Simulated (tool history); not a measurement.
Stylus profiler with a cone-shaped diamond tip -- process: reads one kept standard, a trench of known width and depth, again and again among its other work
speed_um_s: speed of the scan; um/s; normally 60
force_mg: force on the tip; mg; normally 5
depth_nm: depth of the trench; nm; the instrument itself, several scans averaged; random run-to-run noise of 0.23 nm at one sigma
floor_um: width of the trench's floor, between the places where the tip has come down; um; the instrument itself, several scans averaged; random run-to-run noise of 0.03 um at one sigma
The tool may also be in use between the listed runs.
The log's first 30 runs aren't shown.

run	hour	speed_um_s	force_mg	scans with this tip	hours of work since the height scale was calibrated	depth_nm	floor_um
31	778.9	81	2.17	10635	905	1009.11	24.15
32	816.5	81	2.17	10845	923	1009.33	24.13
33	837.3	81	2.17	10961	933	1009.01	24.15
34	855.2	20	12.63	11061	941	1036.29	24.24
35	877.6	17	5.2	11186	952	1018.75	24.26
36	898.7	16	2.42	11304	962	1010.37	24.2
37	928.2	65	4.36	11469	976	1016.2	24.13
38	949	110	4.81	11585	986	1017.61	24.05
39	982.3	110	4.81	11771	1002	1017.43	23.99
40	998.5	26	13.11	11861	1009	1037.05	24.13
41	1017.9	26	13.11	11970	1019	1036.89	24.12
42	1045.6	32	5	12124	1032	1017.76	24.11
43	1069.4	32	5	12258	1043	1017.89	24.06
44	1106.1	95	14.61	12462	1060	1039.85	24.04
45	1127.7	114	6.89	12584	1071	1023.09	23.99
# hour 1138.9: new tip fitted, height scale calibrated
46	1161.1	193	3.33	123	11	1016.41	25.58
47	1195.8	200	3.79	317	27	1017.78	25.61

Here are 3 independent what-if runs from the current tool condition. What would each one return?
A	1228.1	31	11.2	498	42	?	?
B	1228.1	25	11.13	498	42	?	?
C	1228.1	121	10.91	498	42	?	?

run	depth_nm	floor_um
A	1036.28	25.87
B	1036.32	25.81
C	1035.46	25.73
Without the tool's hidden state the same runs would have given:
run	depth_nm	floor_um
A	1035.9	26.03
B	1035.94	25.97
C	1035.08	25.89

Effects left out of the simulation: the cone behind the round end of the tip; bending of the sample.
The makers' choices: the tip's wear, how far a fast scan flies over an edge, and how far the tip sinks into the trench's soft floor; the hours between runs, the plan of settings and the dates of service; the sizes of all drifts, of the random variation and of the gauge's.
